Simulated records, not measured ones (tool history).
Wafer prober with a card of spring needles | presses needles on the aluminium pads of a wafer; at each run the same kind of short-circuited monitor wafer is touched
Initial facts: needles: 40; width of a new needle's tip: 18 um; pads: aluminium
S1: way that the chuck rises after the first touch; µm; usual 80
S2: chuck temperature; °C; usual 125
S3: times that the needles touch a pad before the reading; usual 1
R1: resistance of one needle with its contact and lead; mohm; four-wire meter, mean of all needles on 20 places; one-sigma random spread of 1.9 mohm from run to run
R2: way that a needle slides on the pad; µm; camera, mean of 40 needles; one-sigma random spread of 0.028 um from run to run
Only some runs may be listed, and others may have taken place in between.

| run | hour | S1 | S2 | S3 | R1 | R2 |
|---|---|---|---|---|---|---|
| 1 | 0 | 80 | 125 | 1 | 206 | 11.08 |
|  | 2.3 | tips cleaned on abrasive film |
|  | 5.4 | tips cleaned on abrasive film |
|  | 8.4 | tips cleaned on abrasive film |
| 2 | 10.4 | 80 | 125 | 1 | 210 | 10.97 |
|  | 12 | tips cleaned on abrasive film |
|  | 15.8 | tips cleaned on abrasive film |
|  | 19.6 | tips cleaned on abrasive film |
|  | 22.7 | tips cleaned on abrasive film |
|  | 25.7 | tips cleaned on abrasive film |
| 3 | 27.2 | 80 | 125 | 1 | 205 | 11 |
|  | 28.8 | tips cleaned on abrasive film |
|  | 32.6 | tips cleaned on abrasive film |
|  | 36.4 | tips cleaned on abrasive film |
|  | 40.2 | tips cleaned on abrasive film |
| 4 | 42.7 | 80 | 125 | 1 | 214 | 10.96 |
|  | 43.6 | tips cleaned on abrasive film |
|  | 47.4 | tips cleaned on abrasive film |
|  | 50.4 | tips cleaned on abrasive film |
|  | 52.2 | height of the first contact set anew |
|  | 54.5 | tips cleaned on abrasive film |
| 5 | 54.6 | 80 | 125 | 1 | 197 | 11.23 |
|  | 57.6 | tips cleaned on abrasive film |
|  | 61.4 | tips cleaned on abrasive film |
|  | 64.5 | tips cleaned on abrasive film |
|  | 68.3 | tips cleaned on abrasive film |
|  | 71.3 | tips cleaned on abrasive film |
|  | 74.4 | tips cleaned on abrasive film |
| 6 | 76.8 | 80 | 85 | 1 | 200 | 11.18 |
|  | 77.7 | tips cleaned on abrasive film |
|  | 80.7 | tips cleaned on abrasive film |
|  | 84.5 | tips cleaned on abrasive film |
|  | 88.3 | tips cleaned on abrasive film |
|  | 92.1 | tips cleaned on abrasive film |
|  | 95.2 | tips cleaned on abrasive film |
| 7 | 96.9 | 80 | 85 | 1 | 198 | 11.12 |
|  | 98.5 | tips cleaned on abrasive film |
|  | 102.3 | tips cleaned on abrasive film |
|  | 105.3 | tips cleaned on abrasive film |
|  | 109.1 | tips cleaned on abrasive film |
|  | 112.2 | tips cleaned on abrasive film |
|  | 116 | tips cleaned on abrasive film |
| 8 | 118.6 | 80 | 85 | 1 | 207 | 11.13 |

For run 9, what comes out?
|  | 119.5 | tips cleaned on abrasive film |
|  | 122.5 | tips cleaned on abrasive film |
|  | 126.3 | tips cleaned on abrasive film |
| 9 | 128.9 | 60 | 125 | 2 | ? | ? |

{"run 9": {"R1": 217, "R2": 8.27}}
If the tool had no hidden condition, the same run with the same run-to-run variation would have returned R1 200 mohm, R2 8.41 µm.
